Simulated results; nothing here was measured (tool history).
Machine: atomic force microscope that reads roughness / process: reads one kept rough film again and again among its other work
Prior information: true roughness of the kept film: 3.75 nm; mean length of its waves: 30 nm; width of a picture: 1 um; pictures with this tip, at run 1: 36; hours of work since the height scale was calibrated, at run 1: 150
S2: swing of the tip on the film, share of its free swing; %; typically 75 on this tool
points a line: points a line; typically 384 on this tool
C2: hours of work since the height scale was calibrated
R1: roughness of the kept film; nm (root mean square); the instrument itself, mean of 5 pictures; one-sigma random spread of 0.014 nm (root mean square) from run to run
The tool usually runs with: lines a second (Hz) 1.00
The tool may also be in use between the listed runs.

run 1 hour=0.0 | lines_a_second_(Hz)=1.00 S2=75 points_a_line=384 | pictures_with_this_tip=36 C2=150 | R1=3.271
run 2 hour=54.5 | lines_a_second_(Hz)=1.00 S2=75 points_a_line=384 | pictures_with_this_tip=85 C2=172 | R1=3.094
run 3 hour=115.9 | lines_a_second_(Hz)=0.71 S2=75 points_a_line=384 | pictures_with_this_tip=139 C2=196 | R1=2.982
-- hour=149.5 new tip fitted
run 4 hour=160.2 | lines_a_second_(Hz)=1.00 S2=75 points_a_line=384 | pictures_with_this_tip=9 C2=214 | R1=3.333
run 5 hour=205.0 | lines_a_second_(Hz)=1.06 S2=75 points_a_line=384 | pictures_with_this_tip=49 C2=232 | R1=3.199
run 6 hour=250.4 | lines_a_second_(Hz)=1.00 S2=75 points_a_line=384 | pictures_with_this_tip=90 C2=250 | R1=3.120
run 7 hour=296.6 | lines_a_second_(Hz)=1.00 S2=75 points_a_line=384 | pictures_with_this_tip=131 C2=269 | R1=3.022
run 8 hour=338.5 | lines_a_second_(Hz)=1.00 S2=75 points_a_line=384 | pictures_with_this_tip=168 C2=286 | R1=2.914
-- hour=342.6 new tip fitted
run 9 hour=394.0 | lines_a_second_(Hz)=1.00 S2=75 points_a_line=384 | pictures_with_this_tip=46 C2=308 | R1=3.231
run 10 hour=435.8 | lines_a_second_(Hz)=1.00 S2=75 points_a_line=265 | pictures_with_this_tip=83 C2=325 | R1=3.075
run 11 hour=495.0 | lines_a_second_(Hz)=1.00 S2=75 points_a_line=265 | pictures_with_this_tip=136 C2=349 | R1=2.953
-- hour=537.7 new tip fitted
run 12 hour=547.8 | lines_a_second_(Hz)=1.00 S2=75 points_a_line=265 | pictures_with_this_tip=9 C2=370 | R1=3.299
run 13 hour=605.1 | lines_a_second_(Hz)=1.00 S2=75 points_a_line=265 | pictures_with_this_tip=60 C2=393 | R1=3.178
run 14 hour=643.0 | lines_a_second_(Hz)=1.00 S2=81 points_a_line=384 | pictures_with_this_tip=94 C2=408 | R1=3.051
run 15 hour=669.5 | lines_a_second_(Hz)=0.59 S2=75 points_a_line=384 | pictures_with_this_tip=118 C2=419 | R1=3.069
-- hour=728.5 new tip fitted
run 16 hour=730.3 | lines_a_second_(Hz)=0.59 S2=75 points_a_line=384 | pictures_with_this_tip=1 C2=443 | R1=3.390
run 17 hour=772.6 | lines_a_second_(Hz)=0.59 S2=75 points_a_line=384 | pictures_with_this_tip=39 C2=460 | R1=3.292
run 18 hour=823.7 | lines_a_second_(Hz)=0.59 S2=75 points_a_line=384 | pictures_with_this_tip=85 C2=481 | R1=3.163
run 19 hour=849.9 | lines_a_second_(Hz)=0.59 S2=75 points_a_line=384 | pictures_with_this_tip=108 C2=491 | R1=3.097
run 20 hour=880.2 | lines_a_second_(Hz)=1.00 S2=81 points_a_line=384 | pictures_with_this_tip=135 C2=503 | R1=2.978
-- hour=884.3 height scale calibrated on a step standard
-- hour=923.1 new tip fitted
run 21 hour=936.5 | lines_a_second_(Hz)=1.00 S2=75 points_a_line=384 | pictures_with_this_tip=12 C2=21 | R1=3.304
run 22 hour=972.9 | lines_a_second_(Hz)=1.00 S2=75 points_a_line=384 | pictures_with_this_tip=44 C2=36 | R1=3.210
run 23 hour=1019.7 | lines_a_second_(Hz)=0.53 S2=89 points_a_line=702 | pictures_with_this_tip=86 C2=54 | R1=3.119
run 24 hour=1061.8 | lines_a_second_(Hz)=0.53 S2=89 points_a_line=702 | pictures_with_this_tip=123 C2=71 | R1=3.022
run 25 hour=1090.2 | lines_a_second_(Hz)=1.47 S2=76 points_a_line=702 | pictures_with_this_tip=148 C2=83 | R1=2.917
-- hour=1113.8 new tip fitted
run 26 hour=1136.8 | lines_a_second_(Hz)=1.46 S2=66 points_a_line=612 | pictures_with_this_tip=21 C2=101 | R1=3.371
run 27 hour=1163.2 | lines_a_second_(Hz)=1.84 S2=80 points_a_line=612 | pictures_with_this_tip=44 C2=112 | R1=3.181
run 28 hour=1198.9 | lines_a_second_(Hz)=1.84 S2=80 points_a_line=612 | pictures_with_this_tip=76 C2=126 | R1=3.079
-- hour=1213.7 height scale calibrated on a step standard, once more
run 29 hour=1252.9 | lines_a_second_(Hz)=1.84 S2=80 points_a_line=612 | pictures_with_this_tip=123 C2=16 | R1=2.929
-- hour=1306.1 new tip fitted
run 30 hour=1310.4 | lines_a_second_(Hz)=1.84 S2=64 points_a_line=525 | pictures_with_this_tip=4 C2=39 | R1=3.329
run 31 hour=1356.6 | lines_a_second_(Hz)=0.66 S2=80 points_a_line=834 | pictures_with_this_tip=45 C2=57 | R1=3.230
run 32 hour=1414.2 | lines_a_second_(Hz)=0.76 S2=80 points_a_line=834 | pictures_with_this_tip=96 C2=81 | R1=3.090
run 33 hour=1458.6 | lines_a_second_(Hz)=1.49 S2=67 points_a_line=922 | pictures_with_this_tip=136 C2=98 | R1=2.982
-- hour=1496.4 new tip fitted
run 34 hour=1512.1 | lines_a_second_(Hz)=1.68 S2=65 points_a_line=347 | pictures_with_this_tip=14 C2=120 | R1=3.314
run 35 hour=1571.2 | lines_a_second_(Hz)=1.00 S2=75 points_a_line=697 | pictures_with_this_tip=66 C2=144 | R1=3.149
run 36 hour=1597.6 | lines_a_second_(Hz)=1.00 S2=58 points_a_line=781 | pictures_with_this_tip=90 C2=154 | R1=3.174
run 37 hour=1649.2 | lines_a_second_(Hz)=1.56 S2=85 points_a_line=257 | pictures_with_this_tip=136 C2=175 | R1=2.855
-- hour=1690.1 new tip fitted
run 38 hour=1709.3 | lines_a_second_(Hz)=1.00 S2=65 points_a_line=384 | pictures_with_this_tip=17 C2=199 | R1=3.369
run 39 hour=1747.3 | lines_a_second_(Hz)=3.77 S2=82 points_a_line=530 | pictures_with_this_tip=51 C2=214 | R1=2.958
run 40 hour=1782.2 | lines_a_second_(Hz)=1.82 S2=75 points_a_line=762 | pictures_with_this_tip=82 C2=228 | R1=3.104
run 41 hour=1837.1 | lines_a_second_(Hz)=1.00 S2=62 points_a_line=869 | pictures_with_this_tip=131 C2=251 | R1=3.041
run 42 hour=1875.9 | lines_a_second_(Hz)=0.99 S2=62 points_a_line=461 | pictures_with_this_tip=165 C2=266 | R1=2.937
-- hour=1884.7 new tip fitted
run 43 hour=1924.2 | lines_a_second_(Hz)=1.00 S2=55 points_a_line=965 | pictures_with_this_tip=35 C2=285 | R1=3.327
run 44 hour=1984.3 | lines_a_second_(Hz)=2.47 S2=66 points_a_line=710 | pictures_with_this_tip=88 C2=310 | R1=3.087

Forecast each of these 5 alternatives for the next run:
run A hour=2014.3 | lines_a_second_(Hz)=1.36 S2=70 points_a_line=710 | pictures_with_this_tip=115 C2=322 | R1=?
run B hour=2014.3 | lines_a_second_(Hz)=0.82 S2=67 points_a_line=453 | pictures_with_this_tip=115 C2=322 | R1=?
run C hour=2014.3 | lines_a_second_(Hz)=1.93 S2=80 points_a_line=433 | pictures_with_this_tip=115 C2=322 | R1=?
run D hour=2014.3 | lines_a_second_(Hz)=0.77 S2=75 points_a_line=521 | pictures_with_this_tip=115 C2=322 | R1=?
run E hour=2014.3 | lines_a_second_(Hz)=1.18 S2=75 points_a_line=384 | pictures_with_this_tip=115 C2=322 | R1=?

run=A R1=3.039
run=B R1=3.076
run=C R1=2.943
run=D R1=3.084
run=E R1=3.028
The same runs, with their run-to-run variation unchanged, on a tool lacking any hidden condition would have given:
run=A R1=3.369
run=B R1=3.409
run=C R1=3.264
run=D R1=3.419
run=E R1=3.357

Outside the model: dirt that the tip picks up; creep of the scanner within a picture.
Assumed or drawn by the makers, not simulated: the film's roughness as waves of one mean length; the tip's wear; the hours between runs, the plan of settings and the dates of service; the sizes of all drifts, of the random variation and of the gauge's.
